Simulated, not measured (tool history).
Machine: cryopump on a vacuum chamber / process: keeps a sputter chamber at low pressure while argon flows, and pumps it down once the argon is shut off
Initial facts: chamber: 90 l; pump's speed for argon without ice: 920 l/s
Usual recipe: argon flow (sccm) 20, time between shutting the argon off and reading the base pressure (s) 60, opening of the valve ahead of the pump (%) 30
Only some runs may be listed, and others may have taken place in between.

run,hour,argon flow (sccm),time between shutting the argon off and reading the base pressure (s),opening of the valve ahead of the pump (%),pressure while argon flows (Pa),pressure after the wait (uPa)
1,0.0,20,60,30,0.1268,3.55
2,29.0,20,60,30,0.1275,3.54
3,65.2,20,22,30,0.1283,6.86
4,98.7,20,22,30,0.1282,6.83
5,141.3,20,22,30,0.1267,7.00
6,191.5,20,22,30,0.1299,7.15
7,230.1,20,103,30,0.1293,3.05
8,263.9,20,103,30,0.1287,3.02
9,299.3,20,60,30,0.1289,3.82
10,332.1,20,60,30,0.1295,3.87
11,372.5,20,60,30,0.1305,3.89
12,403.5,20,60,30,0.1299,3.93
13,438.2,20,60,30,0.1307,3.95
14,477.5,20,60,30,0.1314,4.15
15,511.7,20,60,30,0.1311,3.95
16,533.7,20,60,30,0.1312,4.08
# hour 556.8: leaking fittings of the chamber tightened, without venting
17,557.8,20,60,30,0.1315,2.38
18,590.5,20,60,30,0.1309,2.40
# hour 623.9: pump warmed up, emptied and cooled again
19,637.8,20,60,30,0.1233,2.25
20,666.3,20,60,30,0.1226,2.35
21,706.3,20,60,30,0.1246,2.33
22,750.2,20,30,55,0.0681,4.42
23,772.5,12,60,15,0.1470,2.42
24,822.1,12,262,15,0.1484,1.02
25,854.0,20,117,30,0.1249,1.56
26,876.3,20,117,30,0.1241,1.58
27,922.4,38,77,38,0.1899,2.09
28,944.3,9,275,45,0.0378,1.07
29,985.4,14,110,45,0.0605,1.68
30,1015.5,16,243,28,0.1071,1.22
31,1053.4,17,194,30,0.1082,1.34
32,1076.6,8,78,40,0.0387,2.20
33,1112.5,16,125,24,0.1258,1.72

Consider 3 possible next runs. They are alternatives, not a sequence: every one starts from the tool as it was left by run 33. What does each give?
A,1149.0,20,60,18,?,?
B,1149.0,14,106,30,?,?
C,1149.0,20,22,51,?,?

run,pressure while argon flows (Pa),pressure after the wait (uPa)
A,0.2086,2.70
B,0.0882,1.94
C,0.0766,6.08
The same runs, with their run-to-run variation unchanged, on a tool lacking any hidden condition would have given:
run,pressure while argon flows (Pa),pressure after the wait (uPa)
A,0.2038,2.21
B,0.0849,1.44
C,0.0719,5.58

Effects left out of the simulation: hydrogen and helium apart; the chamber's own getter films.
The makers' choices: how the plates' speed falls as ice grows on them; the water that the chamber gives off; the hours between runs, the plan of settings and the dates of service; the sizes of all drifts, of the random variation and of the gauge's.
